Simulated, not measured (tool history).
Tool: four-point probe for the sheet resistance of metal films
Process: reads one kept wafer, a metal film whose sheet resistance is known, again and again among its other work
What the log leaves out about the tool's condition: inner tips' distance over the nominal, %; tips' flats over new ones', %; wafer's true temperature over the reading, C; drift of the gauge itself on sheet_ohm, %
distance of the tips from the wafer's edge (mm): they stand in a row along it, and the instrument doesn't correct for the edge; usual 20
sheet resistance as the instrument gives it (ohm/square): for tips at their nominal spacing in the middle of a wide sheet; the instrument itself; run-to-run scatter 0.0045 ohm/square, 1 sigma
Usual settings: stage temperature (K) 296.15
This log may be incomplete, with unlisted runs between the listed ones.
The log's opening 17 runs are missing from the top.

run	hour	stage temperature (K)	distance of the tips from the wafer's edge (mm)	touches since the probe head was changed	hours of work since the stage's thermometer was calibrated	sheet resistance as the instrument gives it (ohm/square)
18	190.3	293.15	20	14684	1765	22.671744
19	199.1	293.15	55	14955	1770	22.629913
20	206.5	296.15	11	15185	1774	22.696592
21	221.9	296.15	6	15662	1782	23.068799
22	234.6	296.15	6	16054	1789	23.066311
23	243	296.15	6	16314	1793	23.068327
24	252.7	294.15	52	16616	1798	22.598494
25	262.9	294.15	9	16931	1804	22.833753
26	270.1	294.15	9	17154	1808	22.848248
27	280.3	294.15	9	17470	1813	22.838108
28	290.8	294.15	39	17795	1819	22.614081
29	306	294.15	39	18267	1827	22.60936

Run 30 comes next. What will it give?
30	320	294.15	39	18700	1835	?

{"run 30": {"sheet resistance as the instrument gives it (ohm/square)": 22.609892}}
Had the tool carried no hidden state, the very same run would have given sheet resistance as the instrument gives it (ohm/square) 22.542842.
